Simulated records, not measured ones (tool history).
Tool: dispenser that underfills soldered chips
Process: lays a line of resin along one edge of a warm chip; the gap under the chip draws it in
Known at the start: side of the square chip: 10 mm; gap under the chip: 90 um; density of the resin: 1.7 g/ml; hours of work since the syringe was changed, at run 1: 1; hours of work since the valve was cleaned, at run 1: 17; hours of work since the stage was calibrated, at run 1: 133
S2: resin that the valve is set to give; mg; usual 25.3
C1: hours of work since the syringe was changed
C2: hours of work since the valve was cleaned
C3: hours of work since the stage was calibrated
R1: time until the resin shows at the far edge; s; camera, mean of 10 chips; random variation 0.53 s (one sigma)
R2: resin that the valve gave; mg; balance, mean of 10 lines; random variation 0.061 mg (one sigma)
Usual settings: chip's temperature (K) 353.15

run 1 hour=0.0 | chip's_temperature_(K)=353.15 S2=25.3 | C1=1 C2=17 C3=133 | R1=50.1 R2=25.02
run 2 hour=3.1 | chip's_temperature_(K)=353.15 S2=25.3 | C1=4 C2=20 C3=135 | R1=60.7 R2=25.03
-- hour=5.5 new syringe of resin
run 3 hour=7.6 | chip's_temperature_(K)=353.15 S2=25.3 | C1=2 C2=23 C3=139 | R1=48.8 R2=24.96
run 4 hour=11.3 | chip's_temperature_(K)=338.15 S2=25.3 | C1=5 C2=26 C3=142 | R1=105.9 R2=24.95
-- hour=12.8 new syringe of resin
run 5 hour=14.9 | chip's_temperature_(K)=338.15 S2=25.3 | C1=2 C2=28 C3=144 | R1=83.9 R2=24.94
run 6 hour=18.9 | chip's_temperature_(K)=338.15 S2=25.3 | C1=5 C2=32 C3=147 | R1=107.9 R2=24.88
-- hour=20.3 new syringe of resin
run 7 hour=23.0 | chip's_temperature_(K)=338.15 S2=25.3 | C1=2 C2=35 C3=150 | R1=88.1 R2=24.84
run 8 hour=26.5 | chip's_temperature_(K)=353.15 S2=25.3 | C1=5 C2=37 C3=153 | R1=65.8 R2=24.72
-- hour=27.4 new syringe of resin
run 9 hour=31.2 | chip's_temperature_(K)=353.15 S2=22.7 | C1=3 C2=41 C3=156 | R1=57.4 R2=22.16
-- hour=34.7 new syringe of resin
run 10 hour=35.0 | chip's_temperature_(K)=353.15 S2=22.7 | C1=0 C2=43 C3=159 | R1=44.1 R2=22.16
run 11 hour=38.0 | chip's_temperature_(K)=353.15 S2=22.7 | C1=3 C2=46 C3=161 | R1=52.9 R2=22.12
run 12 hour=41.1 | chip's_temperature_(K)=353.15 S2=25.3 | C1=5 C2=48 C3=164 | R1=64.9 R2=24.57
-- hour=41.9 new syringe of resin
run 13 hour=46.1 | chip's_temperature_(K)=353.15 S2=25.3 | C1=3 C2=52 C3=168 | R1=55.6 R2=24.63
-- hour=49.2 new syringe of resin
run 14 hour=50.0 | chip's_temperature_(K)=353.15 S2=25.3 | C1=1 C2=55 C3=170 | R1=44.3 R2=24.60

Forecast run 15:
run 15 hour=54.2 | chip's_temperature_(K)=353.15 S2=22.2 | C1=4 C2=58 C3=174 | R1=? R2=?

{"run 15": {"R1": 61.6, "R2": 21.47}}
Without the tool's hidden state the same run would have given R1 44.8 s, R2 22.17 mg.
